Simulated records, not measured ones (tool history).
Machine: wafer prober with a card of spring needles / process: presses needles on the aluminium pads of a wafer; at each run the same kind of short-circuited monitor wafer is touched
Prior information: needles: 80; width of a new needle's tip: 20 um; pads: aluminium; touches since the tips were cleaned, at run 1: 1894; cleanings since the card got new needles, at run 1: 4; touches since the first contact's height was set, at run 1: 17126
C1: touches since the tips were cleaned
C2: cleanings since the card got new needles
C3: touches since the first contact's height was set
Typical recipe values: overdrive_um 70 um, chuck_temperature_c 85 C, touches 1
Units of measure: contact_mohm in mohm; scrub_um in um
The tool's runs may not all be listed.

Run 1, hour 0: usual settings; C1 1894; C2 4; C3 17126. Result: contact_mohm 348 mohm, scrub_um 18.51 um.
At hour 6.3: tips cleaned on abrasive film.
At hour 20.6: tips cleaned on abrasive film.
Run 2, hour 27.7: usual settings but overdrive_um 69 um; C1 1826; C2 6; C3 24253. Result: contact_mohm 331 mohm, scrub_um 18.23 um.
At hour 33.3: tips cleaned on abrasive film.
At hour 46.9: tips cleaned on abrasive film.
Run 3, hour 50.3: usual settings but overdrive_um 69 um; C1 878; C2 8; C3 30063. Result: contact_mohm 317 mohm, scrub_um 18.17 um.
At hour 61.2: tips cleaned on abrasive film.
At hour 75.6: tips cleaned on abrasive film.
At hour 89.2: tips cleaned on abrasive film.
Run 4, hour 96.8: usual settings; C1 1956; C2 11; C3 42042. Result: contact_mohm 340 mohm, scrub_um 18.33 um.
At hour 102.1: tips cleaned on abrasive film.
At hour 117.3: tips cleaned on abrasive film.
Run 5, hour 117.9: usual settings; C1 145; C2 13; C3 47457. Result: contact_mohm 285 mohm, scrub_um 18.31 um.
At hour 131.9: tips cleaned on abrasive film.
Run 6, hour 141.8: usual settings; C1 2578; C2 14; C3 53647. Result: contact_mohm 349 mohm, scrub_um 18.37 um.
At hour 147.6: tips cleaned on abrasive film.
At hour 160.7: tips cleaned on abrasive film.
Run 7, hour 167.5: usual settings; C1 1769; C2 16; C3 60252. Result: contact_mohm 344 mohm, scrub_um 18.25 um.
At hour 173.6: tips cleaned on abrasive film.
At hour 187.9: tips cleaned on abrasive film.
At hour 194.3: height of the first contact set anew.
At hour 201.7: tips cleaned on abrasive film.
Run 8, hour 210.9: usual settings but touches 2; C1 2381; C2 19; C3 4280. Result: contact_mohm 323 mohm, scrub_um 18.57 um.
At hour 216.4: tips cleaned on abrasive film.
At hour 230.8: tips cleaned on abrasive film.
At hour 244.5: tips cleaned on abrasive film.
Run 9, hour 245: usual settings but touches 2; C1 120; C2 22; C3 13058. Result: contact_mohm 279 mohm, scrub_um 18.6 um.
At hour 258.9: tips cleaned on abrasive film.
At hour 272.6: tips cleaned on abrasive film.
At hour 287.1: tips cleaned on abrasive film.
Run 10, hour 288.3: usual settings but touches 2; C1 328; C2 25; C3 24219. Result: contact_mohm 288 mohm, scrub_um 18.5 um.
At hour 301.6: tips cleaned on abrasive film.
Run 11, hour 307.7: usual settings; C1 1586; C2 26; C3 29213. Result: contact_mohm 341 mohm, scrub_um 18.38 um.
At hour 315: tips cleaned on abrasive film.
At hour 329.4: tips cleaned on abrasive film.
Run 12, hour 334.9: usual settings but chuck_temperature_c 57 C; C1 1418; C2 28; C3 36220. Result: contact_mohm 328 mohm, scrub_um 18.38 um.
At hour 343.4: tips cleaned on abrasive film.
At hour 358.9: tips cleaned on abrasive film.
Run 13, hour 361.6: usual settings but chuck_temperature_c 57 C; C1 720; C2 30; C3 43098. Result: contact_mohm 302 mohm, scrub_um 18.31 um.
At hour 373.1: tips cleaned on abrasive film.
At hour 386.3: tips cleaned on abrasive film.
At hour 400.7: tips cleaned on abrasive film.
Run 14, hour 408: usual settings but chuck_temperature_c 57 C; C1 1890; C2 33; C3 55037. Result: contact_mohm 342 mohm, scrub_um 18.29 um.
At hour 413.4: tips cleaned on abrasive film.
At hour 426.9: tips cleaned on abrasive film.
At hour 440.4: tips cleaned on abrasive film.
Run 15, hour 452.7: usual settings but overdrive_um 80 um, chuck_temperature_c 62 C, touches 2; C1 3166; C2 36; C3 66548. Result: contact_mohm 313 mohm, scrub_um 20.85 um.
At hour 455.9: tips cleaned on abrasive film.
At hour 456.2: height of the first contact set anew.
At hour 469.4: tips cleaned on abrasive film.
Run 16, hour 480.6: usual settings but overdrive_um 80 um, chuck_temperature_c 62 C, touches 2; C1 2890; C2 38; C3 6294. Result: contact_mohm 312 mohm, scrub_um 21.27 um.
At hour 483.8: tips cleaned on abrasive film.
At hour 497.1: tips cleaned on abrasive film.
At hour 509.8: tips cleaned on abrasive film.
Run 17, hour 509.8: usual settings but overdrive_um 75 um, chuck_temperature_c 25 C, touches 2; C1 0; C2 41; C3 13797. Result: contact_mohm 254 mohm, scrub_um 19.81 um.
At hour 525.5: tips cleaned on abrasive film.
Run 18, hour 535.3: usual settings but overdrive_um 61 um, chuck_temperature_c 31 C; C1 2547; C2 42; C3 20378. Result: contact_mohm 386 mohm, scrub_um 16.18 um.
At hour 538.2: tips cleaned on abrasive film.
At hour 551.5: tips cleaned on abrasive film.
At hour 567.1: tips cleaned on abrasive film.
Run 19, hour 567.4: usual settings but overdrive_um 73 um, chuck_temperature_c 94 C; C1 71; C2 45; C3 28635. Result: contact_mohm 281 mohm, scrub_um 19.29 um.
At hour 581.1: tips cleaned on abrasive film.
At hour 595.6: tips cleaned on abrasive film.
Run 20, hour 603: usual settings but overdrive_um 76 um, chuck_temperature_c 60 C; C1 1908; C2 47; C3 37808. Result: contact_mohm 331 mohm, scrub_um 20.04 um.
At hour 608.9: tips cleaned on abrasive film.
At hour 622.8: tips cleaned on abrasive film.
Run 21, hour 627.2: usual settings but overdrive_um 76 um, chuck_temperature_c 60 C; C1 1135; C2 49; C3 44034. Result: contact_mohm 314 mohm, scrub_um 20.01 um.
At hour 636.5: tips cleaned on abrasive film.
At hour 651.9: tips cleaned on abrasive film.
At hour 666.6: tips cleaned on abrasive film.
Run 22, hour 672.9: usual settings but overdrive_um 76 um, chuck_temperature_c 60 C; C1 1624; C2 52; C3 55808. Result: contact_mohm 329 mohm, scrub_um 19.91 um.
At hour 681.7: tips cleaned on abrasive film.
At hour 695.8: tips cleaned on abrasive film.
Run 23, hour 696.3: usual settings but overdrive_um 76 um, chuck_temperature_c 60 C; C1 149; C2 54; C3 61840. Result: contact_mohm 274 mohm, scrub_um 19.89 um.
At hour 708.4: tips cleaned on abrasive film.
At hour 715.9: height of the first contact set anew.
Run 24, hour 715.9: usual settings but overdrive_um 81 um, chuck_temperature_c 60 C, touches 3; C1 1867; C2 55; C3 0. Result: contact_mohm 280 mohm, scrub_um 21.6 um.
At hour 721.6: tips cleaned on abrasive film.
At hour 737.1: tips cleaned on abrasive film.
At hour 750.2: tips cleaned on abrasive film.
Run 25, hour 750.2: usual settings but overdrive_um 81 um, chuck_temperature_c 60 C, touches 3; C1 0; C2 58; C3 8798. Result: contact_mohm 268 mohm, scrub_um 21.47 um.
At hour 765.3: tips cleaned on abrasive film.
Run 26, hour 772.5: usual settings but overdrive_um 74 um, chuck_temperature_c 60 C, touches 2; C1 1859; C2 59; C3 14559. Result: contact_mohm 307 mohm, scrub_um 19.61 um.
At hour 781: tips cleaned on abrasive film.
At hour 796.1: tips cleaned on abrasive film.
Run 27, hour 804.4: usual settings but overdrive_um 55 um; C1 2166; C2 61; C3 22798. Result: contact_mohm 420 mohm, scrub_um 14.5 um.
At hour 809.5: tips cleaned on abrasive film.
At hour 823.8: tips cleaned on abrasive film.
Run 28, hour 829.7: usual settings but overdrive_um 71 um; C1 1520; C2 63; C3 29299. Result: contact_mohm 338 mohm, scrub_um 18.7 um.

Forecast each of these 5 alternatives for the next run:
At hour 838.1: tips cleaned on abrasive film.
At hour 852.5: tips cleaned on abrasive film.
At hour 865.3: tips cleaned on abrasive film.
Run A, hour 865.3: usual settings but overdrive_um 64 um, chuck_temperature_c 27 C, touches 2; C1 0; C2 66; C3 38453. Result: contact_mohm ?, scrub_um ?.
At hour 838.1: tips cleaned on abrasive film.
At hour 852.5: tips cleaned on abrasive film.
At hour 865.3: tips cleaned on abrasive film.
Run B, hour 865.3: usual settings but overdrive_um 71 um, chuck_temperature_c 70 C, touches 2; C1 0; C2 66; C3 38453. Result: contact_mohm ?, scrub_um ?.
At hour 838.1: tips cleaned on abrasive film.
At hour 852.5: tips cleaned on abrasive film.
At hour 865.3: tips cleaned on abrasive film.
Run C, hour 865.3: usual settings but overdrive_um 71 um, chuck_temperature_c 55 C; C1 0; C2 66; C3 38453. Result: contact_mohm ?, scrub_um ?.
At hour 838.1: tips cleaned on abrasive film.
At hour 852.5: tips cleaned on abrasive film.
At hour 865.3: tips cleaned on abrasive film.
Run D, hour 865.3: usual settings but chuck_temperature_c 107 C; C1 0; C2 66; C3 38453. Result: contact_mohm ?, scrub_um ?.
At hour 838.1: tips cleaned on abrasive film.
At hour 852.5: tips cleaned on abrasive film.
At hour 865.3: tips cleaned on abrasive film.
Run E, hour 865.3: usual settings but overdrive_um 82 um, chuck_temperature_c 44 C; C1 0; C2 66; C3 38453. Result: contact_mohm ?, scrub_um ?.

run  contact_mohm  scrub_um
  A           265     16.84
  B           277     18.65
  C           270     18.71
  D           288     18.37
  E           261     21.57
Had the tool no hidden state, the same runs would have come out as:
run  contact_mohm  scrub_um
  A           257     17.07
  B           271     18.89
  C           261     18.94
  D           280      18.6
  E           254      21.8
